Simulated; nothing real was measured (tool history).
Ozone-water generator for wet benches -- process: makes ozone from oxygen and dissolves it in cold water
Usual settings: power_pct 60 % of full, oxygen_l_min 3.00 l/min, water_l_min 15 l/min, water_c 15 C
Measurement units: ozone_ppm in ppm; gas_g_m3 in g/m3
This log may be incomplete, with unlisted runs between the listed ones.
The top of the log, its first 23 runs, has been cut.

| run | hour | power_pct | oxygen_l_min | water_l_min | water_c | ozone_ppm | gas_g_m3 |
|---|---|---|---|---|---|---|---|
| 24 | 1582.8 | 60 | 4.87 | 11 | 15 | 15.7 | 119.0 |
| 25 | 1620.1 | 78 | 3.10 | 18 | 13 | 11.7 | 176.6 |
| 26 | 1709.6 | 60 | 3.00 | 14 | 15 | 11.2 | 141.2 |
| 27 | 1789.3 | 55 | 5.39 | 12 | 7 | 15.5 | 105.4 |
| 28 | 1849.4 | 55 | 5.39 | 12 | 7 | 15.5 | 104.3 |
| 29 | 1896.3 | 55 | 3.05 | 12 | 8 | 13.6 | 130.5 |
| 30 | 1988.0 | 64 | 3.00 | 17 | 16 | 9.6 | 149.5 |
| 31 | 2027.4 | 88 | 3.00 | 17 | 16 | 13.0 | 196.7 |
| 32 | 2075.5 | 88 | 3.00 | 18 | 12 | 12.7 | 199.9 |

Here are 5 independent what-if runs from the current tool condition. What would each one return?
| A | 2139.5 | 88 | 3.00 | 22 | 18 | ? | ? |
| B | 2139.5 | 60 | 4.78 | 15 | 15 | ? | ? |
| C | 2139.5 | 91 | 1.96 | 15 | 22 | ? | ? |
| D | 2139.5 | 60 | 3.00 | 19 | 9 | ? | ? |
| E | 2139.5 | 60 | 1.89 | 17 | 7 | ? | ? |

| run | ozone_ppm | gas_g_m3 |
|---|---|---|
| A | 9.5 | 195.9 |
| B | 11.9 | 117.6 |
| C | 12.8 | 239.6 |
| D | 8.6 | 140.9 |
| E | 8.5 | 170.7 |
Without the tool's hidden state the same runs would have given:
| run | ozone_ppm | gas_g_m3 |
|---|---|---|
| A | 9.5 | 196.2 |
| B | 11.9 | 117.7 |
| C | 12.8 | 240.0 |
| D | 8.6 | 141.0 |
| E | 8.6 | 170.9 |
